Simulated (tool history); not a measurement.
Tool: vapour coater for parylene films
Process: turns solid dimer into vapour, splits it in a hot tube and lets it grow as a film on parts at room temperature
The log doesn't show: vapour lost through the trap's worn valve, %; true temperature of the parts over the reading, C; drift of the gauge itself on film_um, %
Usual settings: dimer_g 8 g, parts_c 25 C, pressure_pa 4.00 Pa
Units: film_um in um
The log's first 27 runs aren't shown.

run	hour	dimer_g	parts_c	pressure_pa	hours of work since the trap's valve was overhauled	hours of work since the table's thermometer was calibrated	film_um
28	402.8	3	18	4.00	136	415	1.12
29	414.7	7	25	4.00	146	425	2.32
30	426.4	5	28	4.00	156	435	1.58
31	441.5	5	28	4.00	169	448	1.52
32	458.1	5	28	4.00	183	462	1.52
33	468.6	5	28	4.00	192	471	1.56
34	488.5	8	17	4.00	209	488	3.00
35	498.1	8	17	4.00	217	496	3.01
36	510.6	3	24	2.60	228	507	1.03
37	519.5	4	26	4.12	236	514	1.25
38	528.2	12	26	6.13	243	522	3.56
39	539.3	8	25	3.80	252	531	2.52
40	549.6	8	25	4.00	261	540	2.50
41	569.3	11	36	4.00	278	557	2.83

4 ways to go on from here, each from the tool as it stands after run 41. What would each give?
A	578.2	11	18	2.17	286	564	?
B	578.2	6	25	8.06	286	564	?
C	578.2	8	36	11.90	286	564	?
D	578.2	6	20	3.36	286	564	?

run	film_um
A	4.09
B	1.80
C	1.84
D	2.07
Without the tool's hidden state the same runs would have given:
run	film_um
A	4.66
B	2.05
C	2.09
D	2.36
